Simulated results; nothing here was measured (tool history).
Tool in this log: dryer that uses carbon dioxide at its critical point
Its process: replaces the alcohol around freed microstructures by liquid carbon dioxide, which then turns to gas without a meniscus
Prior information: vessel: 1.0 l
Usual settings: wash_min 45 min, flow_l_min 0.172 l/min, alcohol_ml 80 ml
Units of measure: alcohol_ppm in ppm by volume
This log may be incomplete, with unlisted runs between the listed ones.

{"run": 1, "hour": 0.0, "wash_min": 45, "flow_l_min": 0.172, "alcohol_ml": 80, "alcohol_ppm": 148}
{"run": 2, "hour": 55.8, "wash_min": 45, "flow_l_min": 0.172, "alcohol_ml": 80, "alcohol_ppm": 170}
{"run": 3, "hour": 87.8, "wash_min": 45, "flow_l_min": 0.172, "alcohol_ml": 80, "alcohol_ppm": 177}
{"run": 4, "hour": 136.8, "wash_min": 45, "flow_l_min": 0.172, "alcohol_ml": 91, "alcohol_ppm": 199}
{"run": 5, "hour": 193.2, "wash_min": 45, "flow_l_min": 0.172, "alcohol_ml": 91, "alcohol_ppm": 225}
{"run": 6, "hour": 222.4, "wash_min": 45, "flow_l_min": 0.172, "alcohol_ml": 91, "alcohol_ppm": 228}
{"run": 7, "hour": 275.0, "wash_min": 45, "flow_l_min": 0.172, "alcohol_ml": 91, "alcohol_ppm": 234}
{"run": 8, "hour": 333.0, "wash_min": 40, "flow_l_min": 0.172, "alcohol_ml": 80, "alcohol_ppm": 345}
{"run": 9, "hour": 357.4, "wash_min": 33, "flow_l_min": 0.172, "alcohol_ml": 80, "alcohol_ppm": 687}
{"hour": 362.6, "done": "inlet filter changed"}
{"run": 10, "hour": 407.5, "wash_min": 33, "flow_l_min": 0.172, "alcohol_ml": 80, "alcohol_ppm": 487}
{"run": 11, "hour": 439.9, "wash_min": 35, "flow_l_min": 0.172, "alcohol_ml": 80, "alcohol_ppm": 387}
{"run": 12, "hour": 483.3, "wash_min": 45, "flow_l_min": 0.172, "alcohol_ml": 79, "alcohol_ppm": 228}
{"run": 13, "hour": 535.9, "wash_min": 45, "flow_l_min": 0.172, "alcohol_ml": 80, "alcohol_ppm": 251}
{"run": 14, "hour": 584.0, "wash_min": 45, "flow_l_min": 0.172, "alcohol_ml": 80, "alcohol_ppm": 254}
{"run": 15, "hour": 613.2, "wash_min": 45, "flow_l_min": 0.172, "alcohol_ml": 80, "alcohol_ppm": 276}
{"run": 16, "hour": 668.6, "wash_min": 45, "flow_l_min": 0.172, "alcohol_ml": 80, "alcohol_ppm": 280}
{"run": 17, "hour": 712.1, "wash_min": 45, "flow_l_min": 0.172, "alcohol_ml": 21, "alcohol_ppm": 256}
{"run": 18, "hour": 750.9, "wash_min": 45, "flow_l_min": 0.172, "alcohol_ml": 21, "alcohol_ppm": 259}
{"run": 19, "hour": 784.9, "wash_min": 45, "flow_l_min": 0.172, "alcohol_ml": 21, "alcohol_ppm": 285}
{"run": 20, "hour": 816.8, "wash_min": 45, "flow_l_min": 0.172, "alcohol_ml": 80, "alcohol_ppm": 314}
{"run": 21, "hour": 844.7, "wash_min": 45, "flow_l_min": 0.104, "alcohol_ml": 80, "alcohol_ppm": 1175}
{"run": 22, "hour": 868.4, "wash_min": 45, "flow_l_min": 0.104, "alcohol_ml": 80, "alcohol_ppm": 1224}
{"run": 23, "hour": 916.9, "wash_min": 45, "flow_l_min": 0.172, "alcohol_ml": 80, "alcohol_ppm": 346}
{"hour": 938.1, "done": "purifier's bed changed"}
{"run": 24, "hour": 949.1, "wash_min": 45, "flow_l_min": 0.172, "alcohol_ml": 80, "alcohol_ppm": 77}
{"run": 25, "hour": 985.4, "wash_min": 45, "flow_l_min": 0.216, "alcohol_ml": 33, "alcohol_ppm": 23}
{"run": 26, "hour": 1020.0, "wash_min": 30, "flow_l_min": 0.172, "alcohol_ml": 40, "alcohol_ppm": 416}
{"run": 27, "hour": 1057.4, "wash_min": 47, "flow_l_min": 0.199, "alcohol_ml": 37, "alcohol_ppm": 45}
{"run": 28, "hour": 1103.6, "wash_min": 29, "flow_l_min": 0.17, "alcohol_ml": 52, "alcohol_ppm": 677}
{"run": 29, "hour": 1135.3, "wash_min": 36, "flow_l_min": 0.172, "alcohol_ml": 80, "alcohol_ppm": 381}
{"run": 30, "hour": 1186.8, "wash_min": 36, "flow_l_min": 0.172, "alcohol_ml": 80, "alcohol_ppm": 401}
{"hour": 1221.9, "done": "inlet filter changed"}
{"run": 31, "hour": 1224.0, "wash_min": 36, "flow_l_min": 0.263, "alcohol_ml": 80, "alcohol_ppm": 75}
{"run": 32, "hour": 1268.7, "wash_min": 36, "flow_l_min": 0.263, "alcohol_ml": 80, "alcohol_ppm": 80}
{"run": 33, "hour": 1312.3, "wash_min": 62, "flow_l_min": 0.263, "alcohol_ml": 35, "alcohol_ppm": 93}
{"run": 34, "hour": 1355.3, "wash_min": 62, "flow_l_min": 0.263, "alcohol_ml": 35, "alcohol_ppm": 100}
{"run": 35, "hour": 1408.1, "wash_min": 45, "flow_l_min": 0.173, "alcohol_ml": 117, "alcohol_ppm": 175}
{"run": 36, "hour": 1458.3, "wash_min": 45, "flow_l_min": 0.173, "alcohol_ml": 117, "alcohol_ppm": 187}
{"run": 37, "hour": 1503.6, "wash_min": 42, "flow_l_min": 0.172, "alcohol_ml": 118, "alcohol_ppm": 243}
{"run": 38, "hour": 1541.3, "wash_min": 42, "flow_l_min": 0.172, "alcohol_ml": 118, "alcohol_ppm": 254}
{"run": 39, "hour": 1582.5, "wash_min": 32, "flow_l_min": 0.172, "alcohol_ml": 80, "alcohol_ppm": 596}
{"run": 40, "hour": 1610.4, "wash_min": 34, "flow_l_min": 0.154, "alcohol_ml": 47, "alcohol_ppm": 484}
{"run": 41, "hour": 1653.6, "wash_min": 34, "flow_l_min": 0.114, "alcohol_ml": 51, "alcohol_ppm": 1439}
{"run": 42, "hour": 1692.5, "wash_min": 44, "flow_l_min": 0.169, "alcohol_ml": 95, "alcohol_ppm": 270}
{"run": 43, "hour": 1718.3, "wash_min": 44, "flow_l_min": 0.111, "alcohol_ml": 90, "alcohol_ppm": 1044}
{"run": 44, "hour": 1767.6, "wash_min": 71, "flow_l_min": 0.242, "alcohol_ml": 80, "alcohol_ppm": 180}
{"run": 45, "hour": 1795.2, "wash_min": 71, "flow_l_min": 0.242, "alcohol_ml": 80, "alcohol_ppm": 185}
{"run": 46, "hour": 1837.8, "wash_min": 35, "flow_l_min": 0.226, "alcohol_ml": 108, "alcohol_ppm": 296}
{"run": 47, "hour": 1884.0, "wash_min": 27, "flow_l_min": 0.172, "alcohol_ml": 25, "alcohol_ppm": 605}
{"run": 48, "hour": 1941.7, "wash_min": 45, "flow_l_min": 0.164, "alcohol_ml": 60, "alcohol_ppm": 301}

Here are 3 independent what-if runs from the current tool condition. What would each one return?
{"run": "A", "hour": 1997.4, "wash_min": 45, "flow_l_min": 0.168, "alcohol_ml": 80, "alcohol_ppm": "?"}
{"run": "B", "hour": 1997.4, "wash_min": 63, "flow_l_min": 0.146, "alcohol_ml": 30, "alcohol_ppm": "?"}
{"run": "C", "hour": 1997.4, "wash_min": 49, "flow_l_min": 0.164, "alcohol_ml": 113, "alcohol_ppm": "?"}

run=A alcohol_ppm=326
run=B alcohol_ppm=235
run=C alcohol_ppm=326
With the hidden condition removed and each run's random variation left untouched, the same runs would have given:
run=A alcohol_ppm=42
run=B alcohol_ppm=2
run=C alcohol_ppm=44

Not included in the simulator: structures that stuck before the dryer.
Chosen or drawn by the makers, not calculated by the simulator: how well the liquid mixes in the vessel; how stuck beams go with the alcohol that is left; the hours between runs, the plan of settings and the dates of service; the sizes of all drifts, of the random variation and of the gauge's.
